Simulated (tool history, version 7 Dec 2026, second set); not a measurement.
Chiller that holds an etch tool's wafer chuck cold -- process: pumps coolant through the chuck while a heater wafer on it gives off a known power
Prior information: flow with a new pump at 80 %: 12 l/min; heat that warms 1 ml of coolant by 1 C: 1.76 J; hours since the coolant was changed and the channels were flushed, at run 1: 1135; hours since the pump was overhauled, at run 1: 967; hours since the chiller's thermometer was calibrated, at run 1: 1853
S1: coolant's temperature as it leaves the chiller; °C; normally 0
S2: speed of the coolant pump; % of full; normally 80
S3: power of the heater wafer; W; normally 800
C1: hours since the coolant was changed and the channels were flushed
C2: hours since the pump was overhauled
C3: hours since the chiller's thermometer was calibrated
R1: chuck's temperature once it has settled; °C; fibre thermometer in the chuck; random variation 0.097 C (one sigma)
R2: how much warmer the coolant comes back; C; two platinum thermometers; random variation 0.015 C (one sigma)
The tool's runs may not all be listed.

| run | day | S1 | S2 | S3 | C1 | C2 | C3 | R1 | R2 |
|---|---|---|---|---|---|---|---|---|---|
| 1 | 0.000 | 0 | 80 | 800 | 1135 | 967 | 1853 | 5.83 | 2.34 |
| 2 | 1.338 | 0 | 90 | 800 | 1167 | 999 | 1885 | 5.08 | 2.06 |
| 3 | 2.396 | 0 | 90 | 453 | 1192 | 1025 | 1911 | 2.99 | 1.18 |
| 4 | 3.817 | 0 | 80 | 446 | 1226 | 1059 | 1945 | 3.19 | 1.29 |
| 5 | 5.421 | 0 | 80 | 446 | 1265 | 1097 | 1983 | 3.00 | 1.29 |
| 6 | 6.867 | 0 | 80 | 446 | 1300 | 1132 | 2018 | 3.12 | 1.29 |
| 7 | 8.042 | 0 | 80 | 446 | 1328 | 1160 | 2046 | 3.18 | 1.30 |
| 8 | 8.754 | 0 | 80 | 446 | 1345 | 1178 | 2064 | 3.23 | 1.30 |
| 9 | 10.362 | -4 | 80 | 800 | 1383 | 1216 | 2102 | 1.94 | 2.33 |
| 10 | 11.238 | -4 | 80 | 800 | 1404 | 1237 | 2123 | 1.98 | 2.32 |
| 11 | 12.450 | 3 | 80 | 800 | 1434 | 1266 | 2152 | 8.84 | 2.34 |
| 12 | 13.600 | 3 | 80 | 800 | 1461 | 1294 | 2180 | 8.86 | 2.34 |
| 13 | 14.496 | 3 | 80 | 800 | 1483 | 1315 | 2201 | 8.85 | 2.32 |
| 14 | 16.167 | 3 | 80 | 800 | 1523 | 1355 | 2241 | 8.83 | 2.32 |
| 15 | 17.767 | 2 | 80 | 800 | 1561 | 1394 | 2280 | 8.07 | 2.36 |
| 16 | 19.400 | 2 | 77 | 800 | 1600 | 1433 | 2319 | 8.16 | 2.43 |
| 17 | 20.708 | -9 | 80 | 603 | 1632 | 1464 | 2350 | -4.62 | 1.80 |
| 18 | 21.704 | -9 | 80 | 603 | 1656 | 1488 | 2374 | -4.54 | 1.75 |
| 19 | 22.625 | -4 | 80 | 800 | 1678 | 1510 | 2396 | 1.99 | 2.34 |
| 20 | 23.925 | 4 | 77 | 702 | 1709 | 1542 | 2428 | 9.52 | 2.12 |
| 21 | 25.054 | 4 | 77 | 702 | 1736 | 1569 | 2455 | 9.25 | 2.12 |
| 22 | 26.717 | 3 | 75 | 906 | 1776 | 1609 | 2495 | 9.95 | 2.83 |
| 23 | 28.429 | 3 | 75 | 906 | 1817 | 1650 | 2536 | 10.11 | 2.86 |
| 24 | 29.462 | -6 | 77 | 453 | 1842 | 1675 | 2561 | -2.45 | 1.39 |
| 25 | 31.183 | -1 | 77 | 968 | 1883 | 1716 | 2602 | 6.59 | 2.96 |
|  | 31.446 | chiller's thermometer calibrated |
| 26 | 32.896 | 0 | 80 | 614 | 1923 | 1756 | 35 | 4.63 | 1.82 |
| 27 | 34.358 | -4 | 79 | 972 | 1958 | 1791 | 70 | 3.47 | 2.91 |
| 28 | 36.088 | -4 | 79 | 972 | 2000 | 1832 | 111 | 3.50 | 2.92 |
| 29 | 37.562 | -1 | 69 | 918 | 2035 | 1868 | 147 | 6.95 | 3.15 |
| 30 | 38.296 | -2 | 70 | 439 | 2053 | 1886 | 164 | 1.77 | 1.47 |
| 31 | 39.200 | -1 | 80 | 800 | 2075 | 1907 | 186 | 5.05 | 2.36 |
| 32 | 40.725 | -1 | 80 | 800 | 2111 | 1944 | 223 | 5.06 | 2.35 |

Below are 4 alternative next runs, each starting from the tool's condition after run 32. Predict each:
| A | 41.458 | 7 | 65 | 1019 | 2129 | 1961 | 240 | ? | ? |
| B | 41.458 | -3 | 75 | 848 | 2129 | 1961 | 240 | ? | ? |
| C | 41.458 | 8 | 89 | 493 | 2129 | 1961 | 240 | ? | ? |
| D | 41.458 | -1 | 87 | 450 | 2129 | 1961 | 240 | ? | ? |

| run | R1 | R2 |
|---|---|---|
| A | 16.16 | 3.71 |
| B | 3.84 | 2.66 |
| C | 11.60 | 1.29 |
| D | 2.03 | 1.21 |
Stripped of hidden state, with their random variation kept, the same runs would have yielded:
| run | R1 | R2 |
|---|---|---|
| A | 15.39 | 3.58 |
| B | 3.27 | 2.57 |
| C | 11.30 | 1.25 |
| D | 1.76 | 1.16 |
